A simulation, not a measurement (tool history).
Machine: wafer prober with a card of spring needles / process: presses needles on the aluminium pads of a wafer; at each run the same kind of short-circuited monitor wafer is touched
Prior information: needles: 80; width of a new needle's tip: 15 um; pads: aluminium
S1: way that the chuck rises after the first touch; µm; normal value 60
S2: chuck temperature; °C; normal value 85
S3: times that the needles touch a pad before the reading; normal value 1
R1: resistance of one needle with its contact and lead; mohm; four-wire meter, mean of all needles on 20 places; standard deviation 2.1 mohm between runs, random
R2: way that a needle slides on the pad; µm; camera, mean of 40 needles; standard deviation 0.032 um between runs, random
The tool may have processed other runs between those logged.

| run | hour | S1 | S2 | S3 | R1 | R2 |
|---|---|---|---|---|---|---|
| 1 | 0 | 60 | 85 | 1 | 282 | 7.71 |
|  | 8.6 | tips cleaned on abrasive film |
| 2 | 12 | 64 | 85 | 1 | 253 | 8.34 |
| 3 | 20.5 | 64 | 85 | 1 | 278 | 8.28 |
| 4 | 28.1 | 71 | 85 | 1 | 282 | 9.25 |
|  | 29.4 | tips cleaned on abrasive film |
| 5 | 35 | 69 | 85 | 1 | 256 | 8.88 |
| 6 | 41.7 | 60 | 85 | 1 | 281 | 7.72 |
| 7 | 47.5 | 60 | 85 | 1 | 297 | 7.7 |
|  | 49.5 | tips cleaned on abrasive film |
| 8 | 58.4 | 60 | 85 | 1 | 276 | 7.72 |
|  | 63.7 | height of the first contact set anew |
|  | 70.5 | tips cleaned on abrasive film |
| 9 | 71.3 | 60 | 85 | 1 | 241 | 8.04 |
| 10 | 79.3 | 60 | 85 | 1 | 270 | 8.03 |
| 11 | 87.5 | 60 | 85 | 1 | 287 | 8.03 |
|  | 91.1 | tips cleaned on abrasive film |
| 12 | 93.3 | 63 | 85 | 1 | 242 | 8.45 |
| 13 | 105.7 | 69 | 85 | 1 | 268 | 9.19 |
|  | 111.4 | tips cleaned on abrasive film |
| 14 | 112 | 69 | 85 | 1 | 238 | 9.23 |
| 15 | 120.4 | 60 | 85 | 1 | 275 | 8.07 |
| 16 | 126.7 | 60 | 85 | 1 | 288 | 8.03 |
|  | 131.8 | tips cleaned on abrasive film |
| 17 | 134.5 | 60 | 85 | 1 | 251 | 7.95 |
| 18 | 145.5 | 60 | 85 | 1 | 281 | 7.96 |
|  | 152.1 | tips cleaned on abrasive film |
| 19 | 154.7 | 68 | 42 | 1 | 233 | 8.99 |
| 20 | 165.2 | 68 | 42 | 1 | 261 | 9.06 |
|  | 172.6 | tips cleaned on abrasive film |
| 21 | 173.1 | 68 | 42 | 1 | 223 | 9.04 |
| 22 | 184.8 | 45 | 30 | 2 | 282 | 5.95 |
|  | 192.9 | tips cleaned on abrasive film |
| 23 | 193.1 | 45 | 30 | 2 | 232 | 5.93 |
| 24 | 200.1 | 45 | 30 | 2 | 265 | 5.96 |
| 25 | 210.9 | 64 | 30 | 2 | 255 | 8.5 |
|  | 213.3 | tips cleaned on abrasive film |
| 26 | 224.7 | 64 | 30 | 2 | 248 | 8.49 |
|  | 233.4 | tips cleaned on abrasive film |
| 27 | 236.6 | 43 | 85 | 2 | 265 | 5.64 |
| 28 | 243.6 | 52 | 52 | 2 | 265 | 6.88 |
| 29 | 252.1 | 61 | 123 | 1 | 295 | 8.1 |
|  | 253.4 | tips cleaned on abrasive film |
| 30 | 263 | 61 | 123 | 1 | 283 | 8.02 |
| 31 | 269.6 | 61 | 123 | 1 | 292 | 8.08 |
|  | 274.3 | tips cleaned on abrasive film |
| 32 | 281.8 | 61 | 123 | 1 | 275 | 8.04 |
| 33 | 287.9 | 61 | 123 | 1 | 288 | 8.11 |
|  | 294.8 | tips cleaned on abrasive film |
| 34 | 297.1 | 60 | 74 | 1 | 246 | 7.83 |

Hidden state or all else? Some run-to-run changes of R1, split into what the settings, what came in and random variation would give without the hidden state, and what is left for the hidden state (with any gauge scatter that isn't in both results):
Hidden state present: debris on the tips, nm; way that the needles fall short of the set height, um; tips' diameter, um; drift of the gauge itself on contact_mohm, %; drift of the gauge itself on scrub_um, %.
Run 11 -> 12: S1 60 -> 63, tips cleaned on abrasive film. R1 -45 mohm: hidden state -42, all else -3.
Run 18 -> 19: S1 60 -> 68, S2 85 -> 42, tips cleaned on abrasive film. R1 -48 mohm: hidden state -37, all else -11.
Run 21 -> 22: S1 68 -> 45, S2 42 -> 30, S3 1 -> 2. R1 +59 mohm: hidden state +48, all else +11.
Run 22 -> 23: tips cleaned on abrasive film. R1 -50 mohm: hidden state -47, all else -3.
